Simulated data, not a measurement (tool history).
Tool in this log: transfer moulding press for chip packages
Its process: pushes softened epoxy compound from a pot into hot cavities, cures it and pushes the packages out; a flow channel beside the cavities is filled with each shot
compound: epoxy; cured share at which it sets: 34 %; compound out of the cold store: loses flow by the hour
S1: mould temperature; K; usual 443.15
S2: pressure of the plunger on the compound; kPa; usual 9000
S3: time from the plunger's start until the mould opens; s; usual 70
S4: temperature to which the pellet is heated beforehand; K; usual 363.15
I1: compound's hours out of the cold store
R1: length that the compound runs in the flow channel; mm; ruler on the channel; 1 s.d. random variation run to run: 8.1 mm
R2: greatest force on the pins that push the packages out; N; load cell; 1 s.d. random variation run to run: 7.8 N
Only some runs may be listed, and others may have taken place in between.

run   hour      S1    S2  S3      S4    I1   R1   R2
  1    0.0  443.15  9000  70  363.15  20.3  905  461
      44.5  -- cavities cleaned with cleaning compound and waxed
  2   55.0  443.15  9000  70  363.15  45.2  841  344
  3   94.3  443.15  9000  70  363.15  24.0  879  452
     122.9  -- mould's thermocouples calibrated
     144.2  -- cavities cleaned with cleaning compound and waxed
  4  147.9  443.15  9000  70  363.15  13.3  892  330
  5  191.8  443.15  9000  70  363.15  19.1  869  451
  6  229.2  443.15  9000  70  363.15  31.5  831  488
     243.0  -- cavities cleaned with cleaning compound and waxed
  7  267.9  443.15  9000  70  363.15  20.6  858  405
  8  324.8  443.15  9000  70  363.15  27.2  838  488
     342.4  -- cavities cleaned with cleaning compound and waxed
  9  370.0  443.15  9000  70  363.15  19.3  851  400
 10  434.4  443.15  9000  60  363.15  18.7  831  766
     439.9  -- cavities cleaned with cleaning compound and waxed
     463.1  -- mould's thermocouples calibrated, once more
 11  493.6  443.15  9000  60  363.15  19.4  824  714
     527.8  -- plunger's sealing rings changed
     541.3  -- cavities cleaned with cleaning compound and waxed
 12  561.0  443.15  9000  60  363.15  18.4  917  611
 13  617.7  443.15  9000  70  363.15  45.7  847  503
     638.4  -- cavities cleaned with cleaning compound and waxed
 14  659.9  443.15  9000  64  363.15  36.9  856  481
 15  713.7  445.15  9000  65  363.15  20.0  866  565
     736.1  -- cavities cleaned with cleaning compound and waxed
 16  750.3  436.15  9170  70  363.15  32.6  864  605
 17  807.0  435.15  7660  86  361.15  34.5  788  498
     831.9  -- cavities cleaned with cleaning compound and waxed
 18  852.1  435.15  7660  86  361.15  39.7  770  409
 19  896.2  435.15  7660  86  361.15  36.9  772  492
     928.7  -- cavities cleaned with cleaning compound and waxed
 20  932.6  435.15  7660  86  361.15  22.7  787  347

What does the tool deliver on the next run?
 21  1003.7  443.15  7220  70  372.15  47.4   ?   ?

Run 21 yielded R1 687 mm, R2 469 N.
Without the tool's hidden state the same run would have given R1 765 mm, R2 299 N.
